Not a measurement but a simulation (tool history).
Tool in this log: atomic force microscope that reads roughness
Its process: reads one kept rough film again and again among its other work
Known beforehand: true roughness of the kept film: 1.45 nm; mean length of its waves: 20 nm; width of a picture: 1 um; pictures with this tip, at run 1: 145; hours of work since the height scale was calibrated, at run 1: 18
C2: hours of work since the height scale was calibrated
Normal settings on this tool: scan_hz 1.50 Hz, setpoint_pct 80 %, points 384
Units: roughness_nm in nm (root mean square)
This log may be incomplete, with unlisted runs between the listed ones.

Run 1, day 0.000: usual settings; pictures with this tip 145; C2 18. Result: roughness_nm 1.071 nm (root mean square).
Run 2, day 0.321: usual settings; pictures with this tip 152; C2 21. Result: roughness_nm 1.059 nm (root mean square).
At day 0.438: new tip fitted.
Run 3, day 0.817: usual settings but setpoint_pct 66 %; pictures with this tip 9; C2 26. Result: roughness_nm 1.269 nm (root mean square).
Run 4, day 1.112: usual settings but setpoint_pct 66 %; pictures with this tip 16; C2 29. Result: roughness_nm 1.262 nm (root mean square).
At day 1.188: height scale calibrated on a step standard.
Run 5, day 1.471: usual settings but scan_hz 0.54 Hz, setpoint_pct 66 %; pictures with this tip 24; C2 3. Result: roughness_nm 1.278 nm (root mean square).
Run 6, day 1.929: usual settings but setpoint_pct 90 %; pictures with this tip 35; C2 7. Result: roughness_nm 1.153 nm (root mean square).
Run 7, day 2.321: usual settings but setpoint_pct 90 %; pictures with this tip 44; C2 11. Result: roughness_nm 1.142 nm (root mean square).
At day 2.512: height scale calibrated on a step standard, once more.
Run 8, day 2.829: usual settings but setpoint_pct 90 %; pictures with this tip 55; C2 3. Result: roughness_nm 1.120 nm (root mean square).
Run 9, day 3.238: usual settings but scan_hz 0.62 Hz, setpoint_pct 72 %, points 626; pictures with this tip 65; C2 7. Result: roughness_nm 1.223 nm (root mean square).
Run 10, day 3.712: usual settings but scan_hz 2.92 Hz, setpoint_pct 73 %, points 853; pictures with this tip 77; C2 12. Result: roughness_nm 1.126 nm (root mean square).
Run 11, day 4.050: usual settings but scan_hz 2.92 Hz, setpoint_pct 73 %, points 853; pictures with this tip 85; C2 15. Result: roughness_nm 1.125 nm (root mean square).
Run 12, day 4.404: usual settings but scan_hz 0.94 Hz, setpoint_pct 73 %, points 276; pictures with this tip 93; C2 19. Result: roughness_nm 1.147 nm (root mean square).
Run 13, day 4.646: usual settings but scan_hz 1.31 Hz; pictures with this tip 99; C2 21. Result: roughness_nm 1.134 nm (root mean square).
Run 14, day 5.146: usual settings but scan_hz 1.31 Hz; pictures with this tip 111; C2 26. Result: roughness_nm 1.109 nm (root mean square).
Run 15, day 5.567: usual settings but scan_hz 1.31 Hz; pictures with this tip 121; C2 31. Result: roughness_nm 1.099 nm (root mean square).

What if the next run were any one of these 3? Each begins from the tool's condition after run 15:
Run A, day 5.821: usual settings but scan_hz 3.09 Hz, setpoint_pct 64 %, points 771; pictures with this tip 127; C2 33. Result: roughness_nm ?.
Run B, day 5.821: usual settings but scan_hz 3.38 Hz, setpoint_pct 56 %, points 300; pictures with this tip 127; C2 33. Result: roughness_nm ?.
Run C, day 5.821: usual settings but scan_hz 1.31 Hz, setpoint_pct 78 %, points 524; pictures with this tip 127; C2 33. Result: roughness_nm ?.

run  roughness_nm
  A         1.097
  B         1.113
  C         1.115
Without the tool's unlogged condition, the same runs would have read:
run  roughness_nm
  A         1.257
  B         1.274
  C         1.277
